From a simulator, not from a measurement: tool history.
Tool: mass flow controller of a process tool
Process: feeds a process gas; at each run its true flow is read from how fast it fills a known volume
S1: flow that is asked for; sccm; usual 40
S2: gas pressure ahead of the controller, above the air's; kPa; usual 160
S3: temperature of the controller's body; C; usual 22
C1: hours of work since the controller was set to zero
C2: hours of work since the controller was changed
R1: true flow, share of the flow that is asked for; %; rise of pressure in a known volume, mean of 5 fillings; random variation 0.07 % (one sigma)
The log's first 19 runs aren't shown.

| run | hour | S1 | S2 | S3 | C1 | C2 | R1 |
|---|---|---|---|---|---|---|---|
| 20 | 2973.1 | 40 | 160 | 22 | 3861 | 3861 | 97.87 |
| 21 | 3142.5 | 40 | 160 | 22 | 3923 | 3923 | 97.78 |
|  | 3157.1 | controller's zero set anew |
| 22 | 3252.9 | 40 | 160 | 26 | 35 | 3963 | 98.32 |
| 23 | 3377.9 | 40 | 160 | 26 | 81 | 4009 | 98.27 |
| 24 | 3541.6 | 40 | 160 | 26 | 141 | 4069 | 98.21 |
| 25 | 3700.1 | 40 | 160 | 24 | 199 | 4127 | 98.05 |
| 26 | 3872.6 | 40 | 233 | 35 | 263 | 4191 | 99.41 |
| 27 | 4055.8 | 7 | 159 | 30 | 330 | 4258 | 95.1 |
| 28 | 4251.8 | 7 | 159 | 30 | 402 | 4330 | 94.86 |
|  | 4338.2 | controller's zero set anew, once more |
| 29 | 4409.5 | 7 | 159 | 23 | 26 | 4388 | 96.29 |
| 30 | 4548.4 | 48 | 251 | 27 | 77 | 4439 | 99.29 |
| 31 | 4729.8 | 45 | 275 | 27 | 144 | 4505 | 99.12 |
| 32 | 4891.7 | 10 | 276 | 28 | 203 | 4565 | 97.18 |
| 33 | 5091.6 | 10 | 276 | 28 | 277 | 4638 | 97.24 |
| 34 | 5189.2 | 10 | 276 | 28 | 312 | 4674 | 97.09 |
| 35 | 5283 | 40 | 236 | 30 | 347 | 4708 | 99 |
| 36 | 5435.7 | 40 | 236 | 30 | 403 | 4764 | 99.24 |
| 37 | 5534.4 | 18 | 206 | 35 | 439 | 4800 | 98.31 |
| 38 | 5730.5 | 18 | 206 | 35 | 511 | 4872 | 98.24 |
| 39 | 5825.9 | 28 | 242 | 36 | 546 | 4907 | 99.17 |
| 40 | 5975.2 | 6 | 277 | 21 | 601 | 4962 | 95.7 |
| 41 | 6122.5 | 6 | 277 | 21 | 655 | 5016 | 95.55 |
| 42 | 6264.3 | 16 | 171 | 21 | 707 | 5068 | 96.24 |
| 43 | 6382 | 16 | 185 | 31 | 750 | 5112 | 97.55 |
| 44 | 6512.9 | 30 | 140 | 26 | 798 | 5160 | 97.62 |

Forecast each of these 5 alternatives for the next run:
| A | 6614.7 | 7 | 147 | 20 | 836 | 5197 | ? |
| B | 6614.7 | 40 | 266 | 22 | 836 | 5197 | ? |
| C | 6614.7 | 5 | 165 | 26 | 836 | 5197 | ? |
| D | 6614.7 | 30 | 269 | 26 | 836 | 5197 | ? |
| E | 6614.7 | 28 | 140 | 21 | 836 | 5197 | ? |

| run | R1 |
|---|---|
| A | 95.14 |
| B | 98.04 |
| C | 95.72 |
| D | 97.9 |
| E | 96.86 |
Without the tool's hidden state the same runs would have given:
| run | R1 |
|---|---|
| A | 96.83 |
| B | 99.25 |
| C | 97.66 |
| D | 99.15 |
| E | 98.11 |
